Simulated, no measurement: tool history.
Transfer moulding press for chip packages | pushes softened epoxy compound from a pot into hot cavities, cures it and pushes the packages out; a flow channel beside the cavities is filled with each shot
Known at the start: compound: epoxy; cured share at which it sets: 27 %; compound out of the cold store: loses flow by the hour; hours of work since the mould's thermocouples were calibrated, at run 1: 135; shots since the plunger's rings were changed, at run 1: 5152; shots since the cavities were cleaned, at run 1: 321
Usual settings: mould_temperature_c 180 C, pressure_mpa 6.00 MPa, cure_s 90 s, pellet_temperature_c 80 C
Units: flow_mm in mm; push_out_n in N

| run | day | mould_temperature_c | pressure_mpa | cure_s | pellet_temperature_c | hours of work since the mould's thermocouples were calibrated | shots since the plunger's rings were changed | shots since the cavities were cleaned | incoming compound's hours out of the cold store | flow_mm | push_out_n |
|---|---|---|---|---|---|---|---|---|---|---|---|
| 1 | 0.000 | 180 | 6.00 | 90 | 80 | 135 | 5152 | 321 | 14.8 | 491 | 1076 |
| 2 | 0.567 | 180 | 6.00 | 90 | 80 | 144 | 5347 | 516 | 30.4 | 463 | 1102 |
|  | 0.946 | plunger's sealing rings changed |
| 3 | 1.079 | 180 | 6.00 | 90 | 80 | 151 | 46 | 657 | 19.4 | 550 | 1235 |
| 4 | 1.412 | 180 | 6.00 | 90 | 80 | 156 | 161 | 772 | 36.3 | 510 | 1204 |
| 5 | 2.029 | 180 | 6.00 | 90 | 80 | 166 | 372 | 983 | 21.4 | 537 | 1313 |
| 6 | 2.417 | 180 | 6.00 | 90 | 80 | 172 | 507 | 1118 | 40.8 | 490 | 1247 |
|  | 2.638 | cavities cleaned with cleaning compound and waxed |
| 7 | 3.196 | 180 | 6.00 | 90 | 80 | 184 | 753 | 192 | 12.1 | 561 | 1678 |
| 8 | 3.696 | 180 | 6.00 | 90 | 80 | 192 | 926 | 365 | 8.1 | 568 | 1631 |
| 9 | 4.300 | 180 | 6.00 | 71 | 80 | 202 | 1134 | 573 | 27.2 | 516 | 2781 |
| 10 | 4.996 | 180 | 6.00 | 90 | 80 | 213 | 1374 | 813 | 17.3 | 534 | 1556 |
|  | 5.312 | cavities cleaned with cleaning compound and waxed, once more |
| 11 | 5.654 | 180 | 7.03 | 90 | 80 | 223 | 1578 | 117 | 13.9 | 588 | 842 |
| 12 | 6.046 | 180 | 4.84 | 90 | 80 | 230 | 1713 | 252 | 22.1 | 465 | 991 |
| 13 | 6.700 | 180 | 4.84 | 90 | 80 | 240 | 1938 | 477 | 40.2 | 429 | 1082 |
| 14 | 7.029 | 180 | 6.00 | 90 | 80 | 246 | 2052 | 591 | 44.4 | 468 | 1106 |
| 15 | 7.579 | 180 | 6.00 | 90 | 80 | 255 | 2241 | 780 | 20.8 | 521 | 1306 |
| 16 | 8.262 | 180 | 6.00 | 90 | 86 | 266 | 2476 | 1015 | 35.9 | 487 | 1202 |
|  | 8.754 | cavities cleaned with cleaning compound and waxed |
| 17 | 9.012 | 180 | 6.00 | 90 | 78 | 277 | 2713 | 88 | 24.0 | 510 | 817 |
| 18 | 9.621 | 180 | 6.00 | 90 | 78 | 287 | 2922 | 297 | 34.5 | 481 | 994 |
| 19 | 10.279 | 180 | 6.00 | 90 | 78 | 298 | 3149 | 524 | 25.4 | 503 | 1143 |
| 20 | 10.796 | 181 | 6.55 | 94 | 79 | 306 | 3327 | 702 | 21.0 | 536 | 1057 |
| 21 | 11.321 | 188 | 7.06 | 94 | 83 | 315 | 3508 | 883 | 43.0 | 475 | 791 |

The next listed run, before its measurement:
| 22 | 11.854 | 180 | 6.00 | 75 | 80 | 323 | 3691 | 1066 | 23.9 | ? | ? |

Run 22 gave flow_mm 504 mm, push_out_n 2133 N.
Without the tool's hidden state the same run would have given flow_mm 541 mm, push_out_n 1012 N.

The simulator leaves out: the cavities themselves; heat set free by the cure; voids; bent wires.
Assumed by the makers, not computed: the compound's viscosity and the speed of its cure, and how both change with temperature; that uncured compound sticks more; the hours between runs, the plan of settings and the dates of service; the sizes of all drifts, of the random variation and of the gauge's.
